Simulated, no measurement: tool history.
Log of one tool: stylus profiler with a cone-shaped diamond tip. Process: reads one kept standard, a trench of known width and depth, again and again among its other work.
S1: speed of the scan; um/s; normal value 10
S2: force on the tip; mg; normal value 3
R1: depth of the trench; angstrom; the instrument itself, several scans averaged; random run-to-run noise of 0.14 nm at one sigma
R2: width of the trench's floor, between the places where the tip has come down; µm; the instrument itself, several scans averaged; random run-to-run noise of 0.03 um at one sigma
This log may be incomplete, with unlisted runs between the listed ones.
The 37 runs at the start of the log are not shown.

run 38 hour=498.8 | S1=19 S2=2.36 | R1=5038.2 R2=92.69
run 39 hour=508.5 | S1=37 S2=3.12 | R1=5051.2 R2=92.59
run 40 hour=517.6 | S1=4 S2=6.2 | R1=5092.1 R2=92.78
run 41 hour=525.4 | S1=5 S2=3 | R1=5050.2 R2=92.77
run 42 hour=541.2 | S1=4 S2=2.55 | R1=5041.7 R2=92.75
run 43 hour=548.7 | S1=7 S2=3.14 | R1=5052.6 R2=92.73
run 44 hour=558.8 | S1=12 S2=4.1 | R1=5065.1 R2=92.74
run 45 hour=573 | S1=20 S2=2.23 | R1=5036.4 R2=92.63

Predict each of these 4 candidate next runs independently; none follows another, all start after run 45:
run A hour=581.6 | S1=10 S2=4.96 | R1=? R2=?
run B hour=581.6 | S1=21 S2=6.79 | R1=? R2=?
run C hour=581.6 | S1=25 S2=1.35 | R1=? R2=?
run D hour=581.6 | S1=22 S2=6.5 | R1=? R2=?

run=A R1=5074.9 R2=92.73
run=B R1=5095.2 R2=92.68
run=C R1=5023.4 R2=92.58
run=D R1=5094.3 R2=92.68
Had the tool no hidden state, the same runs would have come out as:
run=A R1=5091.5 R2=95.63
run=B R1=5111.9 R2=95.58
run=C R1=5039.8 R2=95.48
run=D R1=5111 R2=95.58
